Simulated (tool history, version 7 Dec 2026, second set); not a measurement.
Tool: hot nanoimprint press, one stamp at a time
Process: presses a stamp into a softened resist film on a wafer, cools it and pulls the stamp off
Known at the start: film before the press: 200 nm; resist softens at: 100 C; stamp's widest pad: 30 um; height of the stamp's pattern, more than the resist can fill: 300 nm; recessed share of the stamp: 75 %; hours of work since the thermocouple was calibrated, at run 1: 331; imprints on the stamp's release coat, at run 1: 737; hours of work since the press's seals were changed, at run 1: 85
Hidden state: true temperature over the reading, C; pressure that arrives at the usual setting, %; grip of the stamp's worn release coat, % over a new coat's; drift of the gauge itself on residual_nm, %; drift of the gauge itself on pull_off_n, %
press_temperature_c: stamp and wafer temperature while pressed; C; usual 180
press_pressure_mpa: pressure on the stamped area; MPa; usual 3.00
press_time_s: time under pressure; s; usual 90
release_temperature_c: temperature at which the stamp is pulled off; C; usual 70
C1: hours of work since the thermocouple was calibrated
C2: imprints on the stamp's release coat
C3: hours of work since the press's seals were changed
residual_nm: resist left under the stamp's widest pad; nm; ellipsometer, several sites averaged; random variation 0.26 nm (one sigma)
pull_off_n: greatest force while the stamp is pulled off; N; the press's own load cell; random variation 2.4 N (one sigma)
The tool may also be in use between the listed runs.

run 1 hour=0.0 | press_temperature_c=180 press_pressure_mpa=3.00 press_time_s=90 release_temperature_c=70 | C1=331 C2=737 C3=85 | residual_nm=102.4 pull_off_n=105
run 2 hour=14.4 | press_temperature_c=181 press_pressure_mpa=3.00 press_time_s=90 release_temperature_c=70 | C1=340 C2=789 C3=95 | residual_nm=98.8 pull_off_n=109
run 3 hour=23.6 | press_temperature_c=180 press_pressure_mpa=3.00 press_time_s=90 release_temperature_c=70 | C1=347 C2=823 C3=101 | residual_nm=102.9 pull_off_n=109
run 4 hour=39.6 | press_temperature_c=180 press_pressure_mpa=3.00 press_time_s=90 release_temperature_c=70 | C1=357 C2=881 C3=112 | residual_nm=102.5 pull_off_n=110
run 5 hour=48.4 | press_temperature_c=180 press_pressure_mpa=3.00 press_time_s=90 release_temperature_c=70 | C1=363 C2=913 C3=118 | residual_nm=102.2 pull_off_n=112
run 6 hour=66.5 | press_temperature_c=180 press_pressure_mpa=3.00 press_time_s=90 release_temperature_c=70 | C1=376 C2=979 C3=130 | residual_nm=102.7 pull_off_n=113
run 7 hour=78.6 | press_temperature_c=180 press_pressure_mpa=3.00 press_time_s=107 release_temperature_c=70 | C1=384 C2=1023 C3=139 | residual_nm=96.3 pull_off_n=108
run 8 hour=87.6 | press_temperature_c=180 press_pressure_mpa=3.00 press_time_s=107 release_temperature_c=70 | C1=390 C2=1056 C3=145 | residual_nm=96.1 pull_off_n=110
run 9 hour=107.1 | press_temperature_c=180 press_pressure_mpa=1.92 press_time_s=50 release_temperature_c=70 | C1=403 C2=1127 C3=158 | residual_nm=143.6 pull_off_n=111
run 10 hour=116.2 | press_temperature_c=180 press_pressure_mpa=1.92 press_time_s=50 release_temperature_c=70 | C1=409 C2=1161 C3=164 | residual_nm=143.5 pull_off_n=105
run 11 hour=132.9 | press_temperature_c=180 press_pressure_mpa=1.92 press_time_s=50 release_temperature_c=70 | C1=420 C2=1221 C3=175 | residual_nm=143.7 pull_off_n=107
run 12 hour=147.9 | press_temperature_c=191 press_pressure_mpa=1.80 press_time_s=50 release_temperature_c=69 | C1=431 C2=1276 C3=185 | residual_nm=107.0 pull_off_n=108
-- hour=159.2 plate thermocouple calibrated
run 13 hour=161.1 | press_temperature_c=191 press_pressure_mpa=1.80 press_time_s=50 release_temperature_c=69 | C1=1 C2=1313 C3=192 | residual_nm=107.1 pull_off_n=110

Hidden state or all else? Some run-to-run changes of residual_nm, split into what the settings, what came in and random variation would give without the hidden state, and what is left for the hidden state (with any gauge scatter that isn't in both results):
Run 8 -> 9: press_pressure_mpa 3.00 -> 1.92, press_time_s 107 -> 50. residual_nm +47.5 nm: hidden state -0.2, all else +47.7.
